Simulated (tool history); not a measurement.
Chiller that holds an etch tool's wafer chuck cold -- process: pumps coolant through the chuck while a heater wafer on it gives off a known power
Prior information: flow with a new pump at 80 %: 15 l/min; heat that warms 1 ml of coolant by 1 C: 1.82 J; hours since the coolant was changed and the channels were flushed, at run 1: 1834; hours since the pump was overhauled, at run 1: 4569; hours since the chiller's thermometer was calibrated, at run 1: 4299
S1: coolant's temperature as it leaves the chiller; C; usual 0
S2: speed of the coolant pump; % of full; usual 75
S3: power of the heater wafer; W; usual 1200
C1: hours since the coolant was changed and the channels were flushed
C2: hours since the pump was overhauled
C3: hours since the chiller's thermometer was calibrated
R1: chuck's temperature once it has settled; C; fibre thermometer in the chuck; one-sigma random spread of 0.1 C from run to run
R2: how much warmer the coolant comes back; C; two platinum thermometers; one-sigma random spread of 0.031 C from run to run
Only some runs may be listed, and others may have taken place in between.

run 1 hour=0.0 | S1=0 S2=75 S3=1200 | C1=1834 C2=4569 C3=4299 | R1=8.7 R2=3.11
run 2 hour=175.5 | S1=0 S2=75 S3=877 | C1=2009 C2=4744 C3=4475 | R1=6.2 R2=2.24
run 3 hour=278.6 | S1=0 S2=75 S3=1068 | C1=2112 C2=4847 C3=4578 | R1=7.6 R2=2.79
run 4 hour=366.6 | S1=0 S2=75 S3=1068 | C1=2200 C2=4935 C3=4666 | R1=7.7 R2=2.79
run 5 hour=461.2 | S1=0 S2=75 S3=1068 | C1=2295 C2=5030 C3=4760 | R1=7.6 R2=2.82
run 6 hour=612.5 | S1=0 S2=75 S3=1068 | C1=2446 C2=5181 C3=4912 | R1=7.9 R2=2.73
run 7 hour=734.2 | S1=0 S2=75 S3=1398 | C1=2568 C2=5303 C3=5033 | R1=10.5 R2=3.65
run 8 hour=870.0 | S1=0 S2=75 S3=1200 | C1=2704 C2=5439 C3=5169 | R1=8.9 R2=3.18
run 9 hour=982.2 | S1=0 S2=75 S3=1200 | C1=2816 C2=5551 C3=5281 | R1=9.0 R2=3.15
run 10 hour=1058.9 | S1=0 S2=75 S3=1200 | C1=2893 C2=5628 C3=5358 | R1=9.0 R2=3.20
-- hour=1134.7 coolant pump overhauled
run 11 hour=1233.2 | S1=0 S2=75 S3=1200 | C1=3062 C2=99 C3=5527 | R1=8.3 R2=2.82
run 12 hour=1342.0 | S1=0 S2=75 S3=1302 | C1=3171 C2=207 C3=5636 | R1=9.1 R2=3.09
run 13 hour=1503.9 | S1=0 S2=75 S3=1302 | C1=3333 C2=369 C3=5798 | R1=9.0 R2=3.06
run 14 hour=1636.3 | S1=0 S2=75 S3=1200 | C1=3465 C2=502 C3=5931 | R1=8.4 R2=2.84
-- hour=1674.2 chiller's thermometer calibrated
run 15 hour=1810.1 | S1=0 S2=75 S3=1200 | C1=3638 C2=674 C3=136 | R1=9.1 R2=2.88
run 16 hour=1889.4 | S1=0 S2=75 S3=1200 | C1=3717 C2=754 C3=215 | R1=9.3 R2=2.89
run 17 hour=2014.3 | S1=-2 S2=70 S3=1680 | C1=3842 C2=879 C3=340 | R1=11.7 R2=4.37
run 18 hour=2084.9 | S1=-2 S2=70 S3=1680 | C1=3913 C2=949 C3=411 | R1=11.8 R2=4.32
run 19 hour=2247.6 | S1=-2 S2=87 S3=1680 | C1=4075 C2=1112 C3=573 | R1=9.7 R2=3.48
run 20 hour=2324.4 | S1=3 S2=71 S3=1680 | C1=4152 C2=1189 C3=650 | R1=16.7 R2=4.29
-- hour=2389.6 coolant changed, channels flushed
run 21 hour=2440.5 | S1=9 S2=80 S3=1525 | C1=51 C2=1299 C3=760 | R1=19.1 R2=3.48
run 22 hour=2607.6 | S1=3 S2=75 S3=1086 | C1=218 C2=1466 C3=927 | R1=10.6 R2=2.63
run 23 hour=2707.8 | S1=8 S2=62 S3=1200 | C1=318 C2=1566 C3=1028 | R1=17.7 R2=3.56
run 24 hour=2871.9 | S1=8 S2=62 S3=1200 | C1=482 C2=1730 C3=1192 | R1=17.7 R2=3.65
run 25 hour=3037.1 | S1=-2 S2=65 S3=1477 | C1=647 C2=1895 C3=1357 | R1=9.5 R2=4.17
run 26 hour=3144.4 | S1=-2 S2=65 S3=1477 | C1=755 C2=2003 C3=1464 | R1=9.6 R2=4.25
run 27 hour=3236.7 | S1=-5 S2=75 S3=1200 | C1=847 C2=2095 C3=1556 | R1=3.5 R2=2.88
run 28 hour=3374.3 | S1=-5 S2=75 S3=1200 | C1=985 C2=2233 C3=1694 | R1=3.4 R2=2.95
run 29 hour=3448.0 | S1=-5 S2=75 S3=1200 | C1=1058 C2=2306 C3=1768 | R1=3.5 R2=3.03
run 30 hour=3578.4 | S1=3 S2=66 S3=1724 | C1=1189 C2=2437 C3=1898 | R1=16.7 R2=4.87
run 31 hour=3754.0 | S1=0 S2=98 S3=1161 | C1=1364 C2=2612 C3=2074 | R1=6.6 R2=2.16

Below are 5 alternative next runs, each starting from the tool's condition after run 31. Predict each:
run A hour=3878.3 | S1=2 S2=64 S3=662 | C1=1489 C2=2737 C3=2198 | R1=? R2=?
run B hour=3878.3 | S1=0 S2=77 S3=1045 | C1=1489 C2=2737 C3=2198 | R1=? R2=?
run C hour=3878.3 | S1=-9 S2=92 S3=1161 | C1=1489 C2=2737 C3=2198 | R1=? R2=?
run D hour=3878.3 | S1=0 S2=91 S3=744 | C1=1489 C2=2737 C3=2198 | R1=? R2=?
run E hour=3878.3 | S1=-3 S2=75 S3=1200 | C1=1489 C2=2737 C3=2198 | R1=? R2=?

run=A R1=7.1 R2=1.97
run=B R1=7.4 R2=2.48
run=C R1=-1.9 R2=2.34
run=D R1=4.4 R2=1.52
run=E R1=5.7 R2=2.97
The same runs, with their run-to-run variation unchanged, on a tool lacking any hidden condition would have given:
run=A R1=7.1 R2=1.85
run=B R1=7.2 R2=2.34
run=C R1=-2.0 R2=2.21
run=D R1=4.5 R2=1.43
run=E R1=5.4 R2=2.80

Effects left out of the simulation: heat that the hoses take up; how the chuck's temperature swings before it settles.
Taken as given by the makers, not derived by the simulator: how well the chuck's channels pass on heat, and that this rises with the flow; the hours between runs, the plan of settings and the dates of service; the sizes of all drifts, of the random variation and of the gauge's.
